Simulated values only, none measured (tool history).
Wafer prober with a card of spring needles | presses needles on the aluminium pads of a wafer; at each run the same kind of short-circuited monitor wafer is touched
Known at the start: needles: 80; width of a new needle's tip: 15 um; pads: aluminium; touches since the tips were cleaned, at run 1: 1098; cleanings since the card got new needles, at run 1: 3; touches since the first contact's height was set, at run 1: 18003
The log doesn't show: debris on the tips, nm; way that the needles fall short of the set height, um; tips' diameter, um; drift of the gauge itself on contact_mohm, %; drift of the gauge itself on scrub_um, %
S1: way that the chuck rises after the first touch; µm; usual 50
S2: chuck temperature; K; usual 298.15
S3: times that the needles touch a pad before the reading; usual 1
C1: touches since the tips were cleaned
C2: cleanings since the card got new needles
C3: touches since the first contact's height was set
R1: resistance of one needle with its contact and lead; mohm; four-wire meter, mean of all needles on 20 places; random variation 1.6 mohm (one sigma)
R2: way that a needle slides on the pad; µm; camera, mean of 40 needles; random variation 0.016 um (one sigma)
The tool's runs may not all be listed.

{"run": 1, "hour": 0.0, "S1": 50, "S2": 298.15, "S3": 1, "C1": 1098, "C2": 3, "C3": 18003, "R1": 164, "R2": 12.93}
{"run": 2, "hour": 10.8, "S1": 50, "S2": 298.15, "S3": 1, "C1": 3998, "C2": 3, "C3": 20903, "R1": 163, "R2": 12.9}
{"hour": 15.6, "done": "tips cleaned on abrasive film"}
{"run": 3, "hour": 23.2, "S1": 50, "S2": 298.15, "S3": 3, "C1": 2034, "C2": 4, "C3": 24186, "R1": 161, "R2": 12.91}
{"run": 4, "hour": 29.4, "S1": 50, "S2": 298.15, "S3": 3, "C1": 3706, "C2": 4, "C3": 25858, "R1": 160, "R2": 12.92}
{"hour": 35.5, "done": "tips cleaned on abrasive film"}
{"run": 5, "hour": 37.8, "S1": 50, "S2": 298.15, "S3": 1, "C1": 612, "C2": 5, "C3": 28070, "R1": 163, "R2": 12.89}
{"run": 6, "hour": 43.9, "S1": 50, "S2": 298.15, "S3": 1, "C1": 2245, "C2": 5, "C3": 29703, "R1": 164, "R2": 12.93}
{"hour": 55.3, "done": "tips cleaned on abrasive film"}
{"run": 7, "hour": 56.5, "S1": 45, "S2": 344.15, "S3": 2, "C1": 324, "C2": 6, "C3": 33053, "R1": 177, "R2": 11.59}
{"run": 8, "hour": 66.1, "S1": 45, "S2": 344.15, "S3": 2, "C1": 2898, "C2": 6, "C3": 35627, "R1": 177, "R2": 11.61}
{"hour": 75.0, "done": "tips cleaned on abrasive film"}
{"run": 9, "hour": 75.0, "S1": 31, "S2": 337.15, "S3": 3, "C1": 0, "C2": 7, "C3": 37966, "R1": 186, "R2": 8}
{"run": 10, "hour": 88.8, "S1": 31, "S2": 337.15, "S3": 3, "C1": 3705, "C2": 7, "C3": 41671, "R1": 188, "R2": 7.97}
{"hour": 95.2, "done": "tips cleaned on abrasive film"}
{"run": 11, "hour": 97.0, "S1": 43, "S2": 334.15, "S3": 2, "C1": 481, "C2": 8, "C3": 43836, "R1": 175, "R2": 11.07}
{"run": 12, "hour": 102.7, "S1": 43, "S2": 334.15, "S3": 2, "C1": 2013, "C2": 8, "C3": 45368, "R1": 175, "R2": 11.06}

Forecast each of these 3 alternatives for the next run:
{"run": "A", "hour": 109.7, "S1": 70, "S2": 353.15, "S3": 1, "C1": 3886, "C2": 8, "C3": 47241, "R1": "?", "R2": "?"}
{"run": "B", "hour": 109.7, "S1": 38, "S2": 357.15, "S3": 1, "C1": 3886, "C2": 8, "C3": 47241, "R1": "?", "R2": "?"}
{"run": "C", "hour": 109.7, "S1": 45, "S2": 373.15, "S3": 1, "C1": 3886, "C2": 8, "C3": 47241, "R1": "?", "R2": "?"}

run=A R1=171 R2=18.01
run=B R1=184 R2=9.79
run=C R1=180 R2=11.59
Without the tool's hidden state the same runs would have given:
run=A R1=171 R2=18.1
run=B R1=183 R2=9.84
run=C R1=180 R2=11.65
